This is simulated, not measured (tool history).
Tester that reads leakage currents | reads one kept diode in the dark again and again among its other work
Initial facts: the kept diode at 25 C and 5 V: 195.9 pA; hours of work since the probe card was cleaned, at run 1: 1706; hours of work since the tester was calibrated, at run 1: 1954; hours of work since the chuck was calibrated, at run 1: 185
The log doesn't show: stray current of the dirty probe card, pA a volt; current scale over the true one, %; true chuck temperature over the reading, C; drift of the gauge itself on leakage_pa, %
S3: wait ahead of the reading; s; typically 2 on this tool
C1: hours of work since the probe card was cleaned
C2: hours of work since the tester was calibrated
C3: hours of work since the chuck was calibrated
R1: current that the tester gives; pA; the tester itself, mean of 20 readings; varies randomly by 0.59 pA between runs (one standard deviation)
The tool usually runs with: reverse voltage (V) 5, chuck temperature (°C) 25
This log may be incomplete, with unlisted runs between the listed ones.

run 1 day=0 | reverse_voltage_(V)=5 chuck_temperature_(°C)=25 S3=2 | C1=1706 C2=1954 C3=185 | R1=195.66
run 2 day=3.629 | reverse_voltage_(V)=5 chuck_temperature_(°C)=25 S3=2 | C1=1762 C2=2010 C3=240 | R1=197.69
run 3 day=7.821 | reverse_voltage_(V)=5 chuck_temperature_(°C)=25 S3=2 | C1=1826 C2=2074 C3=304 | R1=196.93
run 4 day=10.646 | reverse_voltage_(V)=5 chuck_temperature_(°C)=25 S3=2 | C1=1869 C2=2117 C3=348 | R1=195.86
run 5 day=14.879 | reverse_voltage_(V)=5 chuck_temperature_(°C)=25 S3=2 | C1=1934 C2=2182 C3=412 | R1=195.82
run 6 day=20.671 | reverse_voltage_(V)=5 chuck_temperature_(°C)=25 S3=2 | C1=2022 C2=2271 C3=501 | R1=195.9
run 7 day=24.038 | reverse_voltage_(V)=5 chuck_temperature_(°C)=25 S3=2 | C1=2074 C2=2322 C3=553 | R1=196.17
run 8 day=27.779 | reverse_voltage_(V)=5 chuck_temperature_(°C)=25 S3=2 | C1=2131 C2=2380 C3=610 | R1=196.65
run 9 day=32.688 | reverse_voltage_(V)=2.62 chuck_temperature_(°C)=25 S3=2 | C1=2206 C2=2455 C3=685 | R1=136.69
run 10 day=36.783 | reverse_voltage_(V)=2.62 chuck_temperature_(°C)=25 S3=2 | C1=2269 C2=2517 C3=748 | R1=137.25
run 11 day=40.158 | reverse_voltage_(V)=5 chuck_temperature_(°C)=25 S3=2 | C1=2321 C2=2569 C3=799 | R1=195.71
run 12 day=45.579 | reverse_voltage_(V)=5 chuck_temperature_(°C)=25 S3=2 | C1=2404 C2=2652 C3=882 | R1=196.43
run 13 day=49.296 | reverse_voltage_(V)=5 chuck_temperature_(°C)=25 S3=2 | C1=2461 C2=2709 C3=939 | R1=196.16
-- day=52.85 tester calibrated
run 14 day=53.808 | reverse_voltage_(V)=5 chuck_temperature_(°C)=25 S3=2 | C1=2528 C2=15 C3=1007 | R1=195.41
run 15 day=58.421 | reverse_voltage_(V)=13.56 chuck_temperature_(°C)=25 S3=2 | C1=2599 C2=85 C3=1078 | R1=343.07
-- day=60.929 chuck's temperature calibrated
run 16 day=62.708 | reverse_voltage_(V)=3.16 chuck_temperature_(°C)=25 S3=2 | C1=2663 C2=150 C3=27 | R1=152.02
run 17 day=65.554 | reverse_voltage_(V)=3.16 chuck_temperature_(°C)=25 S3=2 | C1=2707 C2=193 C3=71 | R1=152.78
run 18 day=68.954 | reverse_voltage_(V)=3.16 chuck_temperature_(°C)=25 S3=2 | C1=2759 C2=245 C3=123 | R1=151.26
run 19 day=71.838 | reverse_voltage_(V)=5 chuck_temperature_(°C)=25 S3=2 | C1=2803 C2=289 C3=167 | R1=196.96
run 20 day=76.012 | reverse_voltage_(V)=5 chuck_temperature_(°C)=25 S3=1.44 | C1=2867 C2=353 C3=231 | R1=197.18
run 21 day=80.854 | reverse_voltage_(V)=10.43 chuck_temperature_(°C)=30 S3=3.14 | C1=2941 C2=427 C3=305 | R1=428.88
run 22 day=84.042 | reverse_voltage_(V)=4.29 chuck_temperature_(°C)=50 S3=2.82 | C1=2990 C2=476 C3=354 | R1=1029.46
run 23 day=88.904 | reverse_voltage_(V)=3.3 chuck_temperature_(°C)=42 S3=2.91 | C1=3064 C2=551 C3=428 | R1=525.06
-- day=90.225 probe card cleaned and baked
run 24 day=92.258 | reverse_voltage_(V)=3.3 chuck_temperature_(°C)=42 S3=2.91 | C1=31 C2=600 C3=478 | R1=522.17
run 25 day=96.512 | reverse_voltage_(V)=3.3 chuck_temperature_(°C)=43 S3=0.5 | C1=96 C2=665 C3=543 | R1=559.5
run 26 day=100.992 | reverse_voltage_(V)=5 chuck_temperature_(°C)=26 S3=2 | C1=165 C2=734 C3=611 | R1=211.71
run 27 day=105.804 | reverse_voltage_(V)=5 chuck_temperature_(°C)=56 S3=1.25 | C1=238 C2=807 C3=685 | R1=1632.65
run 28 day=108.333 | reverse_voltage_(V)=5 chuck_temperature_(°C)=56 S3=1.25 | C1=277 C2=846 C3=724 | R1=1622.92
run 29 day=112.742 | reverse_voltage_(V)=5 chuck_temperature_(°C)=56 S3=1.25 | C1=345 C2=914 C3=791 | R1=1624.85
run 30 day=118.112 | reverse_voltage_(V)=5 chuck_temperature_(°C)=56 S3=1.25 | C1=427 C2=996 C3=873 | R1=1621.64
run 31 day=122.121 | reverse_voltage_(V)=11.63 chuck_temperature_(°C)=32 S3=0.74 | C1=488 C2=1057 C3=935 | R1=527.71
run 32 day=127.308 | reverse_voltage_(V)=2.82 chuck_temperature_(°C)=43 S3=5.52 | C1=568 C2=1137 C3=1014 | R1=513.26
run 33 day=130.921 | reverse_voltage_(V)=1.16 chuck_temperature_(°C)=43 S3=5.52 | C1=623 C2=1192 C3=1069 | R1=312.07
-- day=133.975 chuck's temperature calibrated
run 34 day=136.562 | reverse_voltage_(V)=17.53 chuck_temperature_(°C)=25 S3=2 | C1=708 C2=1277 C3=40 | R1=394.29
run 35 day=140.504 | reverse_voltage_(V)=1.16 chuck_temperature_(°C)=42 S3=0.67 | C1=768 C2=1337 C3=100 | R1=292.9
run 36 day=145.479 | reverse_voltage_(V)=1.16 chuck_temperature_(°C)=45 S3=4.82 | C1=844 C2=1413 C3=176 | R1=359.1
run 37 day=150.104 | reverse_voltage_(V)=19.92 chuck_temperature_(°C)=45 S3=1.11 | C1=915 C2=1484 C3=247 | R1=1734.46
run 38 day=154.054 | reverse_voltage_(V)=19.92 chuck_temperature_(°C)=45 S3=1.11 | C1=976 C2=1545 C3=307 | R1=1744.29
run 39 day=158.321 | reverse_voltage_(V)=14.14 chuck_temperature_(°C)=33 S3=2.59 | C1=1041 C2=1610 C3=373 | R1=627.61

Across each entry between runs, compare the hidden state at the last listed run before it with the hidden state at the first listed run after it:
Between runs 13 and 14: tester calibrated (day 52.85)
  current scale over the true one, %: 0.02 -> 0
  measured value less the no-hidden-state value, R1: -0.21 -> -0.27 pA
Between runs 15 and 16: chuck's temperature calibrated (day 60.929)
  true chuck temperature over the reading, C: -0.02 -> 0
  measured value less the no-hidden-state value, R1: -0.48 -> +0 pA
Between runs 23 and 24: probe card cleaned and baked (day 90.225)
  stray current of the dirty probe card, pA a volt: 0.026 -> 0.02
  measured value less the no-hidden-state value, R1: -0.34 -> -0.39 pA
Between runs 33 and 34: chuck's temperature calibrated (day 133.975)
  true chuck temperature over the reading, C: -0.02 -> 0
  measured value less the no-hidden-state value, R1: -0.49 -> -0.02 pA
